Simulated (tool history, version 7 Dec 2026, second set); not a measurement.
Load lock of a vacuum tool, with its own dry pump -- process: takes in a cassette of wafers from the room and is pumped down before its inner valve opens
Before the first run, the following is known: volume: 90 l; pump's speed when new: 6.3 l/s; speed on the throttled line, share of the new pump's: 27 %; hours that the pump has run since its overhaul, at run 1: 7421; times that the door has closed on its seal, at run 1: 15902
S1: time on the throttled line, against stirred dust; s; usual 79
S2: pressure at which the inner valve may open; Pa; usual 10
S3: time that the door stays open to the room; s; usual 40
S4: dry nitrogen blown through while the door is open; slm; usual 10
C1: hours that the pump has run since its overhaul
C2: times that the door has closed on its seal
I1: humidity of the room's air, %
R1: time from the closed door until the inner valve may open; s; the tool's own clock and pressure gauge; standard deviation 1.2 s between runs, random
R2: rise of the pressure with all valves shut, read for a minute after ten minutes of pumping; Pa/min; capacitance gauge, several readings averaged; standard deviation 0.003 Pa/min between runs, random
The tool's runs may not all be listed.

run 1 hour=0.0 | S1=79 S2=10 S3=40 S4=10 | C1=7421 C2=15902 | I1=44.0 | R1=197.4 R2=0.201
run 2 hour=190.9 | S1=79 S2=10 S3=40 S4=10 | C1=7612 C2=16462 | I1=45.1 | R1=199.0 R2=0.210
run 3 hour=426.9 | S1=43 S2=10 S3=40 S4=10 | C1=7848 C2=17155 | I1=45.5 | R1=173.0 R2=0.225
run 4 hour=647.6 | S1=79 S2=10 S3=175 S4=10 | C1=8069 C2=17803 | I1=47.0 | R1=197.7 R2=0.248
run 5 hour=943.2 | S1=79 S2=10 S3=40 S4=26 | C1=8364 C2=18671 | I1=43.5 | R1=198.7 R2=0.246
run 6 hour=1325.8 | S1=79 S2=10 S3=40 S4=26 | C1=8747 C2=19794 | I1=47.9 | R1=197.2 R2=0.278
run 7 hour=1621.8 | S1=79 S2=10 S3=40 S4=10 | C1=9043 C2=20663 | I1=39.9 | R1=198.1 R2=0.303
-- hour=1849.1 door's seal changed, seat wiped
run 8 hour=1859.9 | S1=79 S2=10 S3=40 S4=10 | C1=9280 C2=32 | I1=47.7 | R1=201.6 R2=0.019
run 9 hour=2031.8 | S1=79 S2=10 S3=40 S4=10 | C1=9452 C2=536 | I1=46.3 | R1=198.7 R2=0.025
run 10 hour=2405.6 | S1=79 S2=10 S3=40 S4=10 | C1=9825 C2=1634 | I1=46.0 | R1=201.7 R2=0.036
run 11 hour=2573.7 | S1=79 S2=10 S3=40 S4=10 | C1=9993 C2=2127 | I1=46.8 | R1=199.5 R2=0.029
run 12 hour=2919.0 | S1=79 S2=10 S3=40 S4=42 | C1=10339 C2=3141 | I1=45.6 | R1=200.2 R2=0.032
run 13 hour=3190.2 | S1=79 S2=10 S3=40 S4=42 | C1=10610 C2=3937 | I1=41.5 | R1=200.6 R2=0.038
run 14 hour=3438.2 | S1=79 S2=10 S3=40 S4=42 | C1=10858 C2=4665 | I1=43.0 | R1=200.1 R2=0.050
run 15 hour=3737.3 | S1=71 S2=10 S3=40 S4=10 | C1=11157 C2=5543 | I1=44.7 | R1=194.6 R2=0.063
run 16 hour=3915.6 | S1=71 S2=10 S3=40 S4=10 | C1=11335 C2=6067 | I1=43.0 | R1=196.3 R2=0.066
run 17 hour=4250.9 | S1=71 S2=10 S3=40 S4=10 | C1=11671 C2=7051 | I1=48.6 | R1=198.4 R2=0.076
run 18 hour=4414.6 | S1=71 S2=10 S3=40 S4=10 | C1=11834 C2=7532 | I1=44.8 | R1=196.8 R2=0.084
run 19 hour=4688.7 | S1=41 S2=10 S3=40 S4=13 | C1=12108 C2=8337 | I1=41.9 | R1=178.1 R2=0.083
run 20 hour=4899.4 | S1=41 S2=10 S3=40 S4=13 | C1=12319 C2=8955 | I1=48.5 | R1=176.0 R2=0.092
run 21 hour=5152.9 | S1=79 S2=10 S3=138 S4=7 | C1=12573 C2=9700 | I1=42.0 | R1=201.6 R2=0.123
run 22 hour=5522.2 | S1=41 S2=13 S3=138 S4=7 | C1=12942 C2=10784 | I1=46.6 | R1=173.3 R2=0.149
run 23 hour=5849.0 | S1=103 S2=10 S3=40 S4=11 | C1=13269 C2=11743 | I1=47.8 | R1=218.4 R2=0.150
run 24 hour=6194.3 | S1=103 S2=10 S3=40 S4=11 | C1=13614 C2=12757 | I1=47.5 | R1=218.7 R2=0.172
run 25 hour=6465.4 | S1=72 S2=10 S3=40 S4=10 | C1=13885 C2=13553 | I1=46.0 | R1=197.2 R2=0.190
run 26 hour=6814.5 | S1=72 S2=10 S3=40 S4=10 | C1=14234 C2=14578 | I1=41.1 | R1=200.2 R2=0.209
run 27 hour=6986.7 | S1=72 S2=10 S3=40 S4=10 | C1=14406 C2=15083 | I1=44.6 | R1=200.4 R2=0.215
run 28 hour=7355.2 | S1=105 S2=11 S3=40 S4=6 | C1=14775 C2=16166 | I1=43.5 | R1=221.1 R2=0.234
run 29 hour=7576.3 | S1=79 S2=11 S3=48 S4=21 | C1=14996 C2=16815 | I1=46.9 | R1=203.9 R2=0.251
run 30 hour=7889.6 | S1=79 S2=11 S3=48 S4=21 | C1=15309 C2=17734 | I1=41.2 | R1=206.1 R2=0.275
run 31 hour=8073.9 | S1=55 S2=14 S3=46 S4=21 | C1=15494 C2=18275 | I1=44.1 | R1=183.6 R2=0.294
run 32 hour=8313.6 | S1=43 S2=13 S3=40 S4=27 | C1=15733 C2=18979 | I1=45.5 | R1=176.2 R2=0.309
run 33 hour=8494.9 | S1=43 S2=13 S3=40 S4=27 | C1=15915 C2=19512 | I1=44.1 | R1=179.0 R2=0.320
run 34 hour=8729.5 | S1=112 S2=16 S3=50 S4=10 | C1=16149 C2=20200 | I1=44.5 | R1=222.5 R2=0.346
run 35 hour=9055.0 | S1=149 S2=10 S3=40 S4=10 | C1=16475 C2=21156 | I1=45.5 | R1=255.8 R2=0.361
-- hour=9088.6 door's seal changed, seat wiped
run 36 hour=9330.9 | S1=134 S2=10 S3=150 S4=10 | C1=16749 C2=711 | I1=45.3 | R1=245.2 R2=0.038

Selected run-to-run steps in R1, each split into two signed amounts: the part the tool would show with no hidden state at all (from settings, incoming material and random variation), and the remainder, which goes to the hidden state together with any gauge scatter not common to the measured and the hidden-state-free results:
The hidden state here: pump's speed, % of a new pump's; leak at the door's seal, Pa l/s; drift of the gauge itself on ready_s, %; drift of the gauge itself on rise_pa_min, %.
Run 22 -> 23: S1 41 -> 103, S2 13 -> 10, S3 138 -> 40, S4 7 -> 11. R1 +45.1 s: hidden state -1.6, all else +46.7.
Run 24 -> 25: S1 103 -> 72, S4 11 -> 10. R1 -21.5 s: hidden state +1.6, all else -23.1.
Run 33 -> 34: S1 43 -> 112, S2 13 -> 16, S3 40 -> 50, S4 27 -> 10. R1 +43.5 s: hidden state -3.4, all else +46.9.
Run 34 -> 35: S1 112 -> 149, S2 16 -> 10, S3 50 -> 40. R1 +33.3 s: hidden state +0.2, all else +33.1.

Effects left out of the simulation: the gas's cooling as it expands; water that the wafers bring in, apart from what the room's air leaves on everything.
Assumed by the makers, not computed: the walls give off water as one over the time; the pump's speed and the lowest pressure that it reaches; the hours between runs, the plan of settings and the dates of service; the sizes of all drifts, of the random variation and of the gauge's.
